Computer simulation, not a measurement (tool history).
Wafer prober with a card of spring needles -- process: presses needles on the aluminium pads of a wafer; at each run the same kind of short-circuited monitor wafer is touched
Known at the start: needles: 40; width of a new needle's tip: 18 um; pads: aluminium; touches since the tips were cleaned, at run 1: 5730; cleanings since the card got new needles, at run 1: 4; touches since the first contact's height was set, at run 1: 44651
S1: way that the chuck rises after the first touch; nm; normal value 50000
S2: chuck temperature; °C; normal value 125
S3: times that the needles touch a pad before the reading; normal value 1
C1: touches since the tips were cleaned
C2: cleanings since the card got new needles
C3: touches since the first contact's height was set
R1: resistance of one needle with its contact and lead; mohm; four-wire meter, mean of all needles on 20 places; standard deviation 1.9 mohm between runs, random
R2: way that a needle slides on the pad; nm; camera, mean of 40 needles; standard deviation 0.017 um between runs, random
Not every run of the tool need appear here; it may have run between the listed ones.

run     day     S1   S2  S3    C1  C2      C3   R1    R2
  1       0  50000  125   1  5730   4   44651  203  6640
      0.496  -- tips cleaned on abrasive film
  2   1.212  50000  125   1  4391   5   52070  206  6650
      1.954  -- tips cleaned on abrasive film
  3   2.317  50000   48   1  2223   6   58835  187  6660
  4   3.304  50000  125   1  8311   6   64923  207  6610
      3.421  -- tips cleaned on abrasive film
  5     4.5  50000  125   1  6648   7   72250  206  6660
      4.921  -- tips cleaned on abrasive film
  6   5.188  50000  125   1  1657   8   76445  206  6660
  7   5.762  50000  125   1  5185   8   79973  205  6680
      6.354  -- tips cleaned on abrasive film
  8   6.354  50000  125   1     0   9   83591  206  6660
  9   7.521  49000  125   1  7161   9   90752  208  6530
      7.846  -- tips cleaned on abrasive film
 10   8.833  49000   41   1  6082  10   98802  186  6530
      9.279  -- tips cleaned on abrasive film
 11   9.717  49000   41   1  2685  11  104203  184  6540
     10.721  -- tips cleaned on abrasive film
 12  10.721  49000   41   1     0  12  110358  190  6510
 13  11.817  49000   41   1  6732  12  117090  183  6540
     12.154  -- tips cleaned on abrasive film
 14  13.042  49000   41   1  5458  13  124600  185  6520
     13.625  -- tips cleaned on abrasive film
 15  13.825  49000   41   1  1215  14  129381  184  6540
 16  15.017  50000  125   1  8552  14  136718  204  6650
     15.088  -- tips cleaned on abrasive film
 17  15.892  50000  125   1  4925  15  142055  205  6670
     16.521  -- tips cleaned on abrasive film
 18  17.208  50000   80   1  4232  16  150132  198  6650
 19  17.746  67000  125   1  7537  16  153437  197  8920
     17.938  -- tips cleaned on abrasive film
 20  18.346  67000  124   3  2519  17  157102  194  8920
 21  18.908  50000   36   1  5979  17  160562  185  6670
      19.45  -- tips cleaned on abrasive film
 22  19.608  62000   44   1   988  18  164844  180  8250
 23  20.196  52000   72   2  4587  18  168443  196  6940
     20.854  -- tips cleaned on abrasive film
 24  21.271  55000   73   1  2552  19  175022  191  7330
 25  22.179  55000   73   1  8160  19  180630  193  7330
     22.367  -- tips cleaned on abrasive film
 26  22.788  54000   48   1  2585  20  184326  185  7190
     23.808  -- tips cleaned on abrasive film
 27  23.808  47000   54   2     0  21  190574  190  6230
 28  24.925  47000   54   2  6868  21  197442  191  6240
     25.229  -- tips cleaned on abrasive film
     25.642  -- height of the first contact set anew
 29  25.858  50000  125   2  3772  22    1324  206  6670
     26.729  -- tips cleaned on abrasive film
 30   27.15  50000  125   2  2578  23    9244  208  6650
 31  28.108  50000   75   1  8477  23   15143  195  6670
     28.171  -- tips cleaned on abrasive film
 32  28.667  50000   63   1  3056  24   18554  190  6640
 33  29.533  50000   63   1  8371  24   23869  190  6640

Alternative continuations, all from the tool just after run 33; predict every row:
     29.621  -- tips cleaned on abrasive film
  A  30.304  42000   44   1  4197  25  28583   ?   ?
     29.621  -- tips cleaned on abrasive film
  B  30.304  50000   63   1  4197  25  28583   ?   ?
     29.621  -- tips cleaned on abrasive film
  C  30.304  50000  125   1  4197  25  28583   ?   ?

run   R1    R2
  A  191  5590
  B  193  6660
  C  204  6670
Take away the tool's hidden state, keep each run's random variation, and the runs would have read:
run   R1    R2
  A  190  5590
  B  193  6660
  C  204  6670
